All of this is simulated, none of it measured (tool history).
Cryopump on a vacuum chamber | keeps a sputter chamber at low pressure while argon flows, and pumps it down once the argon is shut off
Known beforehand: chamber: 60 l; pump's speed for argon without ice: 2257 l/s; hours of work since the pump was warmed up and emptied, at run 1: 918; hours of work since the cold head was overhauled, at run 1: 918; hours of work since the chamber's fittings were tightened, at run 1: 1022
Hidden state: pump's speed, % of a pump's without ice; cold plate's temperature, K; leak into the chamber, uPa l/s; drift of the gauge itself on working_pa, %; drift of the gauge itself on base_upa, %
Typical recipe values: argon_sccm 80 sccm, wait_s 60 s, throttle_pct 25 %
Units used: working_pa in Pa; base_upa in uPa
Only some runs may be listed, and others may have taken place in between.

run    hour  argon_sccm  wait_s  throttle_pct  hours of work since the pump was warmed up and emptied  hours of work since the cold head was overhauled  hours of work since the chamber's fittings were tightened  working_pa  base_upa
  1     0.0          80      60            25                                                     918                                               918                                                       1022      0.2595      1.28
  2    89.1          80      60            25                                                     972                                               972                                                       1076      0.2590      1.38
  3   146.6          80      60            25                                                    1006                                              1006                                                       1111      0.2597      1.34
  4   232.0          88      60            25                                                    1058                                              1058                                                       1162      0.2887      1.37
  5   317.4          80     124            25                                                    1109                                              1109                                                       1214      0.2638      1.09
  6   444.4          80     124            25                                                    1186                                              1186                                                       1290      0.2673      1.18
      465.8  -- pump warmed up, emptied and cooled again
  7   577.6          80      60            25                                                      67                                              1263                                                       1368      0.2421      1.25
  8   695.5          80      85            25                                                     139                                              1335                                                       1439      0.2419      1.10
  9   795.4         136      85            25                                                     199                                              1395                                                       1499      0.4140      1.13
 10   924.7          36     108            43                                                     277                                              1473                                                       1577      0.0660      1.07
 11  1024.4          54     169            17                                                     337                                              1533                                                       1638      0.2427      1.01
 12  1138.9          54     169            17                                                     406                                              1602                                                       1707      0.2422      1.03
 13  1252.7          59     291            35                                                     475                                              1671                                                       1776      0.1335      0.94
 14  1307.3          59     291            35                                                     508                                              1704                                                       1809      0.1350      0.94
 15  1424.8          59     291            35                                                     579                                              1775                                                       1879      0.1350      1.03
 16  1480.0          86     138            19                                                     612                                              1808                                                       1913      0.3515      1.16
 17  1565.7          86     138            19                                                     664                                              1860                                                       1965      0.3526      1.25
 18  1664.2          86     138            16                                                     724                                              1920                                                       2024      0.4180      1.28

Here are 4 independent what-if runs from the current tool condition. What would each one return?
  A  1770.9          84      41            25                                                     788                                              1984                                                       2088           ?         ?
  B  1770.9          86     138            20                                                     788                                              1984                                                       2088           ?         ?
  C  1770.9          80      30            25                                                     788                                              1984                                                       2088           ?         ?
  D  1770.9         148     120            45                                                     788                                              1984                                                       2088           ?         ?

run  working_pa  base_upa
  A      0.2678      1.95
  B      0.3383      1.31
  C      0.2547      2.41
  D      0.2767      1.38
What these runs would have given with no unlogged condition in the tool:
run  working_pa  base_upa
  A      0.2509      1.10
  B      0.3210      0.41
  C      0.2386      1.49
  D      0.2467      0.49
